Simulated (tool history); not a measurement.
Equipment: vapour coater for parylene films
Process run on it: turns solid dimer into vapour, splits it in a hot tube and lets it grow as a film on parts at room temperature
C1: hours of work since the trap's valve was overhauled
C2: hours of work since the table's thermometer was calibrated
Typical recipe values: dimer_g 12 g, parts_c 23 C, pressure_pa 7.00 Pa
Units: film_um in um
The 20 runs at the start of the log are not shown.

Run 21, hour 301.9: usual settings; C1 131; C2 18. Result: film_um 6.43 um.
Run 22, hour 318.8: usual settings but dimer_g 11 g, pressure_pa 11.47 Pa; C1 145; C2 32. Result: film_um 5.58 um.
Run 23, hour 332.3: usual settings but dimer_g 8 g, parts_c 33 C, pressure_pa 2.40 Pa; C1 156; C2 43. Result: film_um 3.37 um.
Run 24, hour 345.4: usual settings but dimer_g 8 g, parts_c 21 C, pressure_pa 3.72 Pa; C1 166; C2 53. Result: film_um 4.83 um.
Run 25, hour 356.8: usual settings but dimer_g 8 g, parts_c 26 C, pressure_pa 2.71 Pa; C1 175; C2 62. Result: film_um 4.18 um.
Run 26, hour 368.4: usual settings but dimer_g 11 g, pressure_pa 2.69 Pa; C1 184; C2 71. Result: film_um 6.36 um.
Run 27, hour 377.5: usual settings but dimer_g 9 g, pressure_pa 3.67 Pa; C1 192; C2 79. Result: film_um 5.03 um.
Run 28, hour 396.1: usual settings but parts_c 24 C, pressure_pa 2.12 Pa; C1 207; C2 94. Result: film_um 6.66 um.
Run 29, hour 407.9: usual settings but parts_c 24 C, pressure_pa 2.12 Pa; C1 216; C2 103. Result: film_um 6.75 um.
Run 30, hour 423.3: usual settings but parts_c 24 C, pressure_pa 2.12 Pa; C1 228; C2 115. Result: film_um 6.55 um.
Run 31, hour 435.1: usual settings but parts_c 24 C, pressure_pa 2.12 Pa; C1 238; C2 125. Result: film_um 6.58 um.
Run 32, hour 447.5: usual settings but parts_c 24 C, pressure_pa 2.12 Pa; C1 248; C2 134. Result: film_um 6.59 um.
Run 33, hour 456.8: usual settings but parts_c 24 C, pressure_pa 2.12 Pa; C1 255; C2 142. Result: film_um 6.65 um.
At hour 465.0: trap's valve overhauled.
Run 34, hour 468.8: usual settings but dimer_g 10 g, parts_c 20 C, pressure_pa 10.46 Pa; C1 3; C2 148. Result: film_um 6.11 um.
Run 35, hour 478.8: usual settings but parts_c 30 C, pressure_pa 8.21 Pa; C1 11; C2 156. Result: film_um 5.35 um.
Run 36, hour 494.7: usual settings but dimer_g 7 g, pressure_pa 8.47 Pa; C1 24; C2 169. Result: film_um 3.86 um.
Run 37, hour 508.4: usual settings but dimer_g 7 g, pressure_pa 8.47 Pa; C1 35; C2 180. Result: film_um 3.85 um.
Run 38, hour 522.3: usual settings but dimer_g 7 g, pressure_pa 8.47 Pa; C1 46; C2 191. Result: film_um 3.86 um.
Run 39, hour 530.6: usual settings but dimer_g 7 g, pressure_pa 8.47 Pa; C1 52; C2 198. Result: film_um 3.82 um.
Run 40, hour 542.5: usual settings but dimer_g 9 g, parts_c 18 C, pressure_pa 8.47 Pa; C1 62; C2 207. Result: film_um 5.80 um.
Run 41, hour 556.2: usual settings but parts_c 28 C, pressure_pa 3.91 Pa; C1 73; C2 218. Result: film_um 5.96 um.
Run 42, hour 565.6: usual settings but dimer_g 11 g, parts_c 17 C, pressure_pa 3.91 Pa; C1 80; C2 226. Result: film_um 7.71 um.

5 ways to go on from here, each from the tool as it stands after run 42. What would each give?
Run A, hour 581.0: usual settings but dimer_g 7 g, parts_c 16 C, pressure_pa 3.22 Pa; C1 93; C2 238. Result: film_um ?.
Run B, hour 581.0: usual settings but dimer_g 6 g, parts_c 26 C, pressure_pa 2.76 Pa; C1 93; C2 238. Result: film_um ?.
Run C, hour 581.0: usual settings but dimer_g 11 g, parts_c 17 C, pressure_pa 2.71 Pa; C1 93; C2 238. Result: film_um ?.
Run D, hour 581.0: usual settings but dimer_g 9 g, parts_c 18 C, pressure_pa 5.11 Pa; C1 93; C2 238. Result: film_um ?.
Run E, hour 581.0: usual settings but dimer_g 7 g; C1 93; C2 238. Result: film_um ?.

run  film_um
  A     4.92
  B     3.21
  C     7.78
  D     5.97
  E     3.87
With the hidden condition removed and each run's random variation left untouched, the same runs would have given:
run  film_um
  A     5.16
  B     3.38
  C     8.15
  D     6.28
  E     4.07
